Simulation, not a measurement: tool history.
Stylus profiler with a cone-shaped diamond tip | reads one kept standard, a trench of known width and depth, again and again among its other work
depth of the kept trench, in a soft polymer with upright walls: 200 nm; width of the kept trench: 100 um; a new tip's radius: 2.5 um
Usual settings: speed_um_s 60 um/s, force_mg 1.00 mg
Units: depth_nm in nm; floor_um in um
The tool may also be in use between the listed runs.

run   hour  speed_um_s  force_mg  depth_nm  floor_um
  1    0.0          60      1.00    200.55     97.17
  2   64.8          60      1.00    200.63     97.14
  3  103.1          60      0.57    200.23     97.01
  4  166.4          60      0.57    200.22     97.01
  5  245.0          24      1.00    200.54     97.32
  6  315.5          24      1.00    200.50     97.29
  7  390.5          24      1.00    200.56     97.33
  8  448.7          60      0.55    200.13     96.98
     455.8  -- height scale calibrated on a step standard
  9  507.9          60      0.55    199.91     96.93
 10  587.3          21      2.99    201.40     97.29
 11  633.2          81      1.00    200.26     96.90
 12  696.6         178      0.37    199.73     95.63
 13  730.6         193      0.98    200.20     96.18
 14  799.0          60      0.48    199.77     96.85
 15  836.3          60      1.00    200.20     96.97

3 ways to go on from here, each from the tool as it stands after run 15. What would each give?
  A  911.4          60      0.34         ?         ?
  B  911.4          17      0.93         ?         ?
  C  911.4          32      0.45         ?         ?

run  depth_nm  floor_um
  A    199.53     96.71
  B    200.05     97.18
  C    199.61     97.07
Without the tool's hidden state the same runs would have given:
run  depth_nm  floor_um
  A    200.45     97.38
  B    200.98     97.86
  C    200.53     97.75
